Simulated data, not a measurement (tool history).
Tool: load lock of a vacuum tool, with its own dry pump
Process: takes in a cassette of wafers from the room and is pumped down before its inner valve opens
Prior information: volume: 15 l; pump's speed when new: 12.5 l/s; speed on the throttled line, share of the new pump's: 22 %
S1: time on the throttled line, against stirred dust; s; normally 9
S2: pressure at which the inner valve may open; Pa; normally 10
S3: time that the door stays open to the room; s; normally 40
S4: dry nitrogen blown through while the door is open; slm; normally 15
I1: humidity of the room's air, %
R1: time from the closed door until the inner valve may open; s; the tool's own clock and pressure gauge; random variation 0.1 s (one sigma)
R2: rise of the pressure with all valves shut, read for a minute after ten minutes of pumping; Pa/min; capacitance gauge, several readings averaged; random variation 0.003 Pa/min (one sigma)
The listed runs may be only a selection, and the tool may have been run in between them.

run 1 hour=0 | S1=9 S2=10 S3=40 S4=15 | I1=47.1 | R1=18.2 R2=0.039
run 2 hour=685.4 | S1=9 S2=10 S3=40 S4=15 | I1=43.7 | R1=18.4 R2=0.037
run 3 hour=1249.6 | S1=9 S2=10 S3=40 S4=15 | I1=46.4 | R1=18.3 R2=0.044
run 4 hour=1888.5 | S1=9 S2=10 S3=40 S4=15 | I1=44.6 | R1=18.3 R2=0.039
run 5 hour=2347.4 | S1=9 S2=10 S3=40 S4=15 | I1=43.4 | R1=18.2 R2=0.043
run 6 hour=2809.1 | S1=9 S2=10 S3=85 S4=15 | I1=43.1 | R1=18.4 R2=0.054
run 7 hour=3385.9 | S1=9 S2=10 S3=85 S4=15 | I1=43.1 | R1=18.4 R2=0.056
run 8 hour=3739.1 | S1=9 S2=10 S3=85 S4=15 | I1=49 | R1=18.4 R2=0.065
run 9 hour=4393.5 | S1=9 S2=12 S3=85 S4=15 | I1=47.4 | R1=18.2 R2=0.065
run 10 hour=5065.4 | S1=10 S2=10 S3=40 S4=15 | I1=46.3 | R1=19.3 R2=0.048
run 11 hour=5351.1 | S1=10 S2=10 S3=40 S4=15 | I1=43.1 | R1=18.9 R2=0.047
run 12 hour=5853.2 | S1=12 S2=10 S3=40 S4=15 | I1=46.7 | R1=20.6 R2=0.052
run 13 hour=6537.8 | S1=12 S2=10 S3=40 S4=15 | I1=42.5 | R1=20.8 R2=0.048
run 14 hour=6869 | S1=12 S2=10 S3=40 S4=15 | I1=45.5 | R1=20.8 R2=0.056
run 15 hour=7402.7 | S1=12 S2=10 S3=40 S4=15 | I1=45.2 | R1=20.8 R2=0.058
run 16 hour=7919.5 | S1=12 S2=10 S3=40 S4=15 | I1=47.9 | R1=20.7 R2=0.05
run 17 hour=8567.9 | S1=12 S2=10 S3=40 S4=15 | I1=46.8 | R1=20.9 R2=0.063
run 18 hour=8870.1 | S1=9 S2=12 S3=40 S4=15 | I1=47.1 | R1=18.4 R2=0.065
run 19 hour=9201.6 | S1=5 S2=12 S3=40 S4=15 | I1=46.4 | R1=15.2 R2=0.057
run 20 hour=9756.4 | S1=5 S2=12 S3=40 S4=15 | I1=45.7 | R1=15.3 R2=0.059
run 21 hour=10153.5 | S1=5 S2=7 S3=26 S4=11 | I1=43.2 | R1=16.3 R2=0.057
run 22 hour=10555.6 | S1=9 S2=10 S3=40 S4=15 | I1=45.1 | R1=18.6 R2=0.063
run 23 hour=11155.2 | S1=9 S2=10 S3=40 S4=15 | I1=46 | R1=18.7 R2=0.069
run 24 hour=11615.9 | S1=9 S2=10 S3=40 S4=15 | I1=43.6 | R1=18.7 R2=0.063
run 25 hour=11956.9 | S1=9 S2=10 S3=40 S4=21 | I1=45.3 | R1=18.7 R2=0.072
run 26 hour=12608.8 | S1=6 S2=7 S3=40 S4=19 | I1=48.7 | R1=16.9 R2=0.068
run 27 hour=13197.4 | S1=6 S2=7 S3=40 S4=19 | I1=45 | R1=17 R2=0.067
run 28 hour=13562.5 | S1=17 S2=16 S3=167 S4=9 | I1=42.1 | R1=24.2 R2=0.121
run 29 hour=13894.4 | S1=5 S2=10 S3=40 S4=24 | I1=45.1 | R1=15.6 R2=0.077
run 30 hour=14223.3 | S1=5 S2=10 S3=40 S4=24 | I1=42 | R1=15.7 R2=0.075
run 31 hour=14778.6 | S1=5 S2=10 S3=40 S4=24 | I1=46.8 | R1=15.9 R2=0.081
run 32 hour=15118 | S1=16 S2=8 S3=58 S4=27 | I1=46.6 | R1=24.5 R2=0.076
run 33 hour=15640.3 | S1=6 S2=14 S3=202 S4=6 | I1=44.6 | R1=16.1 R2=0.151
run 34 hour=16003.2 | S1=7 S2=10 S3=40 S4=15 | I1=44.4 | R1=17.3 R2=0.087
run 35 hour=16498.3 | S1=7 S2=10 S3=40 S4=15 | I1=42.5 | R1=17.5 R2=0.089
run 36 hour=17002.5 | S1=7 S2=10 S3=76 S4=15 | I1=42.8 | R1=17.6 R2=0.096
run 37 hour=17469.1 | S1=7 S2=14 S3=76 S4=11 | I1=48.8 | R1=17.1 R2=0.111

3 options for the next run, each taken on its own from the tool as it stands now. Forecast them:
run A hour=17978.9 | S1=11 S2=10 S3=150 S4=38 | I1=42.6 | R1=? R2=?
run B hour=17978.9 | S1=4 S2=14 S3=76 S4=6 | I1=42.2 | R1=? R2=?
run C hour=17978.9 | S1=11 S2=14 S3=27 S4=35 | I1=44.4 | R1=? R2=?

run=A R1=20.5 R2=0.098
run=B R1=14.8 R2=0.116
run=C R1=20.1 R2=0.089
With no hidden state in the tool, these same runs would have given:
run=A R1=19.6 R2=0.033
run=B R1=13.8 R2=0.05
run=C R1=19.3 R2=0.023
